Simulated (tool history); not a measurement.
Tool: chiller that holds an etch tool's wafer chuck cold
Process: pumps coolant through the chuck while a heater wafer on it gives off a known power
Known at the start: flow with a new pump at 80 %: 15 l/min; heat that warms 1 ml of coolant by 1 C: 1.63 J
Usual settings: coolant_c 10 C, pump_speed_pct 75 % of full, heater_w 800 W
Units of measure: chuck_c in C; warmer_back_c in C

run 1 day=0.000 | coolant_c=10 pump_speed_pct=75 heater_w=800 | chuck_c=18.0 warmer_back_c=2.07
run 2 day=0.700 | coolant_c=4 pump_speed_pct=75 heater_w=800 | chuck_c=11.9 warmer_back_c=2.14
-- day=0.892 chiller's thermometer calibrated
run 3 day=1.962 | coolant_c=4 pump_speed_pct=75 heater_w=800 | chuck_c=11.8 warmer_back_c=2.12
run 4 day=2.688 | coolant_c=4 pump_speed_pct=75 heater_w=800 | chuck_c=11.9 warmer_back_c=2.11
run 5 day=4.125 | coolant_c=10 pump_speed_pct=75 heater_w=800 | chuck_c=17.8 warmer_back_c=2.12
run 6 day=5.646 | coolant_c=10 pump_speed_pct=75 heater_w=800 | chuck_c=17.8 warmer_back_c=2.12
run 7 day=6.871 | coolant_c=10 pump_speed_pct=75 heater_w=591 | chuck_c=15.8 warmer_back_c=1.52
run 8 day=7.671 | coolant_c=10 pump_speed_pct=75 heater_w=800 | chuck_c=17.8 warmer_back_c=2.06
run 9 day=8.675 | coolant_c=10 pump_speed_pct=75 heater_w=800 | chuck_c=18.0 warmer_back_c=2.08
run 10 day=9.362 | coolant_c=3 pump_speed_pct=75 heater_w=800 | chuck_c=11.0 warmer_back_c=2.12
run 11 day=10.417 | coolant_c=3 pump_speed_pct=77 heater_w=800 | chuck_c=10.5 warmer_back_c=2.09
run 12 day=11.621 | coolant_c=10 pump_speed_pct=82 heater_w=800 | chuck_c=17.4 warmer_back_c=1.90
run 13 day=12.346 | coolant_c=7 pump_speed_pct=82 heater_w=1000 | chuck_c=15.8 warmer_back_c=2.40
run 14 day=13.817 | coolant_c=7 pump_speed_pct=82 heater_w=1000 | chuck_c=16.1 warmer_back_c=2.44
run 15 day=14.788 | coolant_c=7 pump_speed_pct=85 heater_w=1000 | chuck_c=15.8 warmer_back_c=2.31
run 16 day=16.154 | coolant_c=10 pump_speed_pct=62 heater_w=687 | chuck_c=18.3 warmer_back_c=2.23
run 17 day=16.875 | coolant_c=19 pump_speed_pct=67 heater_w=872 | chuck_c=28.4 warmer_back_c=2.53
run 18 day=17.625 | coolant_c=19 pump_speed_pct=67 heater_w=872 | chuck_c=28.6 warmer_back_c=2.58
run 19 day=18.754 | coolant_c=15 pump_speed_pct=67 heater_w=872 | chuck_c=24.6 warmer_back_c=2.59
run 20 day=20.325 | coolant_c=15 pump_speed_pct=67 heater_w=872 | chuck_c=24.4 warmer_back_c=2.65
run 21 day=21.904 | coolant_c=16 pump_speed_pct=81 heater_w=800 | chuck_c=23.3 warmer_back_c=1.98
run 22 day=23.350 | coolant_c=16 pump_speed_pct=81 heater_w=800 | chuck_c=23.2 warmer_back_c=1.91
run 23 day=24.875 | coolant_c=16 pump_speed_pct=81 heater_w=800 | chuck_c=23.4 warmer_back_c=1.92
run 24 day=26.396 | coolant_c=16 pump_speed_pct=81 heater_w=800 | chuck_c=23.3 warmer_back_c=1.98

Below are 3 alternative next runs, each starting from the tool's condition after run 24. Predict each:
run A day=27.242 | coolant_c=6 pump_speed_pct=81 heater_w=800 | chuck_c=? warmer_back_c=?
run B day=27.242 | coolant_c=7 pump_speed_pct=81 heater_w=800 | chuck_c=? warmer_back_c=?
run C day=27.242 | coolant_c=3 pump_speed_pct=68 heater_w=1135 | chuck_c=? warmer_back_c=?

run=A chuck_c=13.3 warmer_back_c=1.93
run=B chuck_c=14.4 warmer_back_c=1.95
run=C chuck_c=15.2 warmer_back_c=3.29
The same runs, with their run-to-run variation unchanged, on a tool lacking any hidden condition would have given:
run=A chuck_c=13.3 warmer_back_c=1.93
run=B chuck_c=14.4 warmer_back_c=1.95
run=C chuck_c=15.2 warmer_back_c=3.29
